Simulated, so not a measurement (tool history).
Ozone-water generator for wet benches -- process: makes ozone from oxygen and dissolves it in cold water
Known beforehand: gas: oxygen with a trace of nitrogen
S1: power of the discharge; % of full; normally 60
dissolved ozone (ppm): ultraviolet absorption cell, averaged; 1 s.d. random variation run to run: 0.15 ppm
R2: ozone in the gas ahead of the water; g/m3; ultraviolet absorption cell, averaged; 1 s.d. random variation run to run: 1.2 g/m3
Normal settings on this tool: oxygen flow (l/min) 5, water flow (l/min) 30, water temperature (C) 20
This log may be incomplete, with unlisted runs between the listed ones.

run 1 hour=0 | S1=60 oxygen_flow_(l/min)=5 water_flow_(l/min)=30 water_temperature_(C)=20 | dissolved_ozone_(ppm)=16.2 R2=203
run 2 hour=78.3 | S1=60 oxygen_flow_(l/min)=3.22 water_flow_(l/min)=30 water_temperature_(C)=20 | dissolved_ozone_(ppm)=15.9 R2=267.9
run 3 hour=161.9 | S1=98 oxygen_flow_(l/min)=5 water_flow_(l/min)=30 water_temperature_(C)=20 | dissolved_ozone_(ppm)=24.5 R2=306.8
run 4 hour=270 | S1=60 oxygen_flow_(l/min)=5 water_flow_(l/min)=30 water_temperature_(C)=13 | dissolved_ozone_(ppm)=17.3 R2=200.7
run 5 hour=373.8 | S1=60 oxygen_flow_(l/min)=5 water_flow_(l/min)=30 water_temperature_(C)=13 | dissolved_ozone_(ppm)=17.2 R2=199.2
run 6 hour=467.1 | S1=60 oxygen_flow_(l/min)=5 water_flow_(l/min)=30 water_temperature_(C)=13 | dissolved_ozone_(ppm)=17.2 R2=200.7
run 7 hour=567.7 | S1=60 oxygen_flow_(l/min)=5 water_flow_(l/min)=30 water_temperature_(C)=13 | dissolved_ozone_(ppm)=17.4 R2=200.6
run 8 hour=675.7 | S1=60 oxygen_flow_(l/min)=5 water_flow_(l/min)=30 water_temperature_(C)=13 | dissolved_ozone_(ppm)=17.1 R2=199
run 9 hour=764 | S1=60 oxygen_flow_(l/min)=5 water_flow_(l/min)=30 water_temperature_(C)=27 | dissolved_ozone_(ppm)=14.4 R2=199.8
run 10 hour=825.4 | S1=60 oxygen_flow_(l/min)=5 water_flow_(l/min)=30 water_temperature_(C)=20 | dissolved_ozone_(ppm)=16 R2=199.2
run 11 hour=933 | S1=60 oxygen_flow_(l/min)=5 water_flow_(l/min)=45 water_temperature_(C)=20 | dissolved_ozone_(ppm)=11.1 R2=200.1
run 12 hour=989.1 | S1=60 oxygen_flow_(l/min)=5 water_flow_(l/min)=45 water_temperature_(C)=20 | dissolved_ozone_(ppm)=10.8 R2=199.6
run 13 hour=1095.6 | S1=60 oxygen_flow_(l/min)=5 water_flow_(l/min)=45 water_temperature_(C)=20 | dissolved_ozone_(ppm)=11 R2=196.3
run 14 hour=1205.9 | S1=60 oxygen_flow_(l/min)=5 water_flow_(l/min)=45 water_temperature_(C)=20 | dissolved_ozone_(ppm)=11 R2=196.5
run 15 hour=1284.7 | S1=60 oxygen_flow_(l/min)=5 water_flow_(l/min)=30 water_temperature_(C)=20 | dissolved_ozone_(ppm)=15.8 R2=198.1
run 16 hour=1335.7 | S1=55 oxygen_flow_(l/min)=5 water_flow_(l/min)=30 water_temperature_(C)=20 | dissolved_ozone_(ppm)=14.7 R2=183.1
run 17 hour=1381.7 | S1=60 oxygen_flow_(l/min)=5 water_flow_(l/min)=21 water_temperature_(C)=20 | dissolved_ozone_(ppm)=20.8 R2=196.4
run 18 hour=1451.6 | S1=60 oxygen_flow_(l/min)=5 water_flow_(l/min)=34 water_temperature_(C)=12 | dissolved_ozone_(ppm)=15.2 R2=194.9
run 19 hour=1513.7 | S1=60 oxygen_flow_(l/min)=4.28 water_flow_(l/min)=30 water_temperature_(C)=20 | dissolved_ozone_(ppm)=15.5 R2=218.5
run 20 hour=1608.8 | S1=60 oxygen_flow_(l/min)=4.28 water_flow_(l/min)=30 water_temperature_(C)=20 | dissolved_ozone_(ppm)=15.5 R2=217.9
run 21 hour=1673.9 | S1=60 oxygen_flow_(l/min)=2.68 water_flow_(l/min)=19 water_temperature_(C)=20 | dissolved_ozone_(ppm)=22.7 R2=298.5
run 22 hour=1747.3 | S1=54 oxygen_flow_(l/min)=2.64 water_flow_(l/min)=40 water_temperature_(C)=22 | dissolved_ozone_(ppm)=10.1 R2=275.4
run 23 hour=1841.4 | S1=60 oxygen_flow_(l/min)=5.71 water_flow_(l/min)=33 water_temperature_(C)=20 | dissolved_ozone_(ppm)=14.2 R2=180.1
run 24 hour=1938.3 | S1=60 oxygen_flow_(l/min)=5.71 water_flow_(l/min)=33 water_temperature_(C)=20 | dissolved_ozone_(ppm)=14.4 R2=179.6
run 25 hour=2031.6 | S1=60 oxygen_flow_(l/min)=3.64 water_flow_(l/min)=25 water_temperature_(C)=20 | dissolved_ozone_(ppm)=18.1 R2=240.2
run 26 hour=2144.1 | S1=49 oxygen_flow_(l/min)=4.14 water_flow_(l/min)=44 water_temperature_(C)=19 | dissolved_ozone_(ppm)=9.3 R2=186.6
run 27 hour=2246.4 | S1=49 oxygen_flow_(l/min)=4.14 water_flow_(l/min)=44 water_temperature_(C)=19 | dissolved_ozone_(ppm)=9.3 R2=186.5
run 28 hour=2313.1 | S1=60 oxygen_flow_(l/min)=5 water_flow_(l/min)=30 water_temperature_(C)=13 | dissolved_ozone_(ppm)=16.2 R2=197.4
run 29 hour=2380.1 | S1=93 oxygen_flow_(l/min)=5 water_flow_(l/min)=18 water_temperature_(C)=13 | dissolved_ozone_(ppm)=35.4 R2=280.8
run 30 hour=2457.4 | S1=93 oxygen_flow_(l/min)=4.07 water_flow_(l/min)=25 water_temperature_(C)=13 | dissolved_ozone_(ppm)=27.6 R2=321.6

Expected results for the next run?
run 31 hour=2510 | S1=93 oxygen_flow_(l/min)=4.07 water_flow_(l/min)=25 water_temperature_(C)=13 | dissolved_ozone_(ppm)=? R2=?

Logged for run 31: dissolved ozone (ppm) 27.5, R2 324 g/m3.
If the tool had no hidden condition, the same run with the same run-to-run variation would have returned dissolved ozone (ppm) 32.4, R2 355.9 g/m3.
